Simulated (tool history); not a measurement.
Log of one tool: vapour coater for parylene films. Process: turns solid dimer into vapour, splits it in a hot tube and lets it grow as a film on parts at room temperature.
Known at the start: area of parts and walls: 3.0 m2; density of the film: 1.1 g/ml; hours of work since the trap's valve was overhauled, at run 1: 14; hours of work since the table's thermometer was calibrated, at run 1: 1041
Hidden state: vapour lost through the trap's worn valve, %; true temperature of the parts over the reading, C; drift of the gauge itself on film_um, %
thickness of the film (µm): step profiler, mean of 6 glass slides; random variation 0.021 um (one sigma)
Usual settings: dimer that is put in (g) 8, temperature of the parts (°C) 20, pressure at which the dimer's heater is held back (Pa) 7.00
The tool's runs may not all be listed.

run,hour,dimer that is put in (g),temperature of the parts (°C),pressure at which the dimer's heater is held back (Pa),hours of work since the trap's valve was overhauled,hours of work since the table's thermometer was calibrated,thickness of the film (µm)
1,0.0,8,20,7.00,14,1041,1.55
2,23.2,8,20,7.98,33,1060,1.54
3,61.9,8,20,7.98,64,1091,1.55
4,88.6,8,20,7.98,85,1113,1.52
5,117.6,8,20,7.98,109,1136,1.47
6,141.4,8,20,7.98,128,1156,1.51
7,159.1,8,22,2.64,142,1170,1.47

Forecast run 8:
8,181.7,7,26,4.42,161,1188,?

thickness of the film (µm): 0.99
Without the tool's hidden state the same run would have given thickness of the film (µm) 1.08.

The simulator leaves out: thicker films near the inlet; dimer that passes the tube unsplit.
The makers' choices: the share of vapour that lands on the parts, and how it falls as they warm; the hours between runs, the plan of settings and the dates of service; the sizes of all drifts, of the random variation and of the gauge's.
